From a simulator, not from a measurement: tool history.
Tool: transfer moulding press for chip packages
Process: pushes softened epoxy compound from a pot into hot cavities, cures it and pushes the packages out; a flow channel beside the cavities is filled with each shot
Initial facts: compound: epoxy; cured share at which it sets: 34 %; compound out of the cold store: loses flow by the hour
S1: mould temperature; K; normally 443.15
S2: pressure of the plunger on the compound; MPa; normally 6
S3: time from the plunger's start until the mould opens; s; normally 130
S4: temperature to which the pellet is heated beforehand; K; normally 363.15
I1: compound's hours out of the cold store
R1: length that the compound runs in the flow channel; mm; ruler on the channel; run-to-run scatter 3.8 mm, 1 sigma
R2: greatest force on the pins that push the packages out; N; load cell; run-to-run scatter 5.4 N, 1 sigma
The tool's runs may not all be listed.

Run 1, hour 0: usual settings; I1 24.4. Result: R1 648 mm, R2 306 N.
Run 2, hour 25.2: usual settings; I1 39.3. Result: R1 587 mm, R2 325 N.
At hour 60: plunger's sealing rings changed.
Run 3, hour 61.6: usual settings; I1 41.5. Result: R1 600 mm, R2 334 N.
Run 4, hour 87.6: usual settings; I1 23.8. Result: R1 671 mm, R2 364 N.
At hour 119.7: cavities cleaned with cleaning compound and waxed.
Run 5, hour 140.2: usual settings; I1 9.1. Result: R1 747 mm, R2 447 N.
Run 6, hour 188.7: usual settings; I1 39.2. Result: R1 606 mm, R2 430 N.
Run 7, hour 227.7: usual settings; I1 36.6. Result: R1 618 mm, R2 432 N.
Run 8, hour 250.2: usual settings but S1 439.15 K; I1 38.1. Result: R1 624 mm, R2 506 N.
Run 9, hour 274.8: usual settings but S1 439.15 K; I1 42.4. Result: R1 607 mm, R2 515 N.
At hour 316.1: cavities cleaned with cleaning compound and waxed.
Run 10, hour 325.3: usual settings; I1 32.6. Result: R1 625 mm, R2 206 N.
At hour 350.7: cavities cleaned with cleaning compound and waxed, once more.
Run 11, hour 356: usual settings; I1 41.5. Result: R1 583 mm, R2 202 N.
At hour 367.2: mould's thermocouples calibrated.
Run 12, hour 409.8: usual settings; I1 22.9. Result: R1 663 mm, R2 274 N.
Run 13, hour 459.4: usual settings but S1 447.15 K; I1 30. Result: R1 610 mm, R2 305 N.
Run 14, hour 481.2: usual settings but S2 5.25 MPa, S3 152 s; I1 18.6. Result: R1 627 mm, R2 314 N.
Run 15, hour 511.7: usual settings but S1 438.15 K, S2 6.12 MPa, S4 366.15 K; I1 17.1. Result: R1 716 mm, R2 482 N.
At hour 540.3: plunger's sealing rings changed.
At hour 549.7: cavities cleaned with cleaning compound and waxed.
Run 16, hour 551.2: usual settings but S1 451.15 K, S2 6.12 MPa, S3 133 s, S4 366.15 K; I1 44.3. Result: R1 558 mm, R2 175 N.
Run 17, hour 575.6: usual settings but S1 448.15 K, S2 6.12 MPa, S3 133 s, S4 358.15 K; I1 36.1. Result: R1 606 mm, R2 205 N.
Run 18, hour 624.9: usual settings but S1 448.15 K, S2 6.12 MPa, S3 133 s, S4 358.15 K; I1 26.2. Result: R1 630 mm, R2 275 N.
Run 19, hour 668.4: usual settings but S1 448.15 K, S2 6.12 MPa, S3 133 s, S4 358.15 K; I1 38.2. Result: R1 593 mm, R2 311 N.
Run 20, hour 720.2: usual settings but S1 448.15 K, S2 6.12 MPa, S3 133 s, S4 358.15 K; I1 44.4. Result: R1 567 mm, R2 330 N.
At hour 746.3: cavities cleaned with cleaning compound and waxed.
Run 21, hour 772: usual settings but S1 446.15 K, S2 6.03 MPa, S3 168 s; I1 18.1. Result: R1 662 mm, R2 211 N.
Run 22, hour 807.4: usual settings but S1 449.15 K, S2 5.35 MPa; I1 30. Result: R1 571 mm, R2 252 N.

Predict each of these 5 candidate next runs independently; none follows another, all start after run 22:
Run A, hour 859.3: usual settings but S1 449.15 K, S2 5.35 MPa, S4 369.15 K; I1 44.8. Result: R1 ?, R2 ?.
Run B, hour 859.3: usual settings but S1 441.15 K, S2 5.35 MPa, S3 149 s, S4 372.15 K; I1 38.5. Result: R1 ?, R2 ?.
Run C, hour 859.3: usual settings but S1 437.15 K, S2 5.01 MPa, S3 155 s; I1 28.8. Result: R1 ?, R2 ?.
Run D, hour 859.3: usual settings but S1 449.15 K, S2 5.35 MPa, S3 167 s, S4 357.15 K; I1 19.9. Result: R1 ?, R2 ?.
Run E, hour 859.3: usual settings but S2 6.35 MPa, S3 158 s, S4 355.15 K; I1 8.8. Result: R1 ?, R2 ?.

run   R1   R2
  A  524  293
  B  567  323
  C  602  371
  D  612  300
  E  743  318
Without the tool's hidden state the same runs would have given:
run   R1   R2
  A  537  161
  B  581  177
  C  618  199
  D  628  163
  E  762  175

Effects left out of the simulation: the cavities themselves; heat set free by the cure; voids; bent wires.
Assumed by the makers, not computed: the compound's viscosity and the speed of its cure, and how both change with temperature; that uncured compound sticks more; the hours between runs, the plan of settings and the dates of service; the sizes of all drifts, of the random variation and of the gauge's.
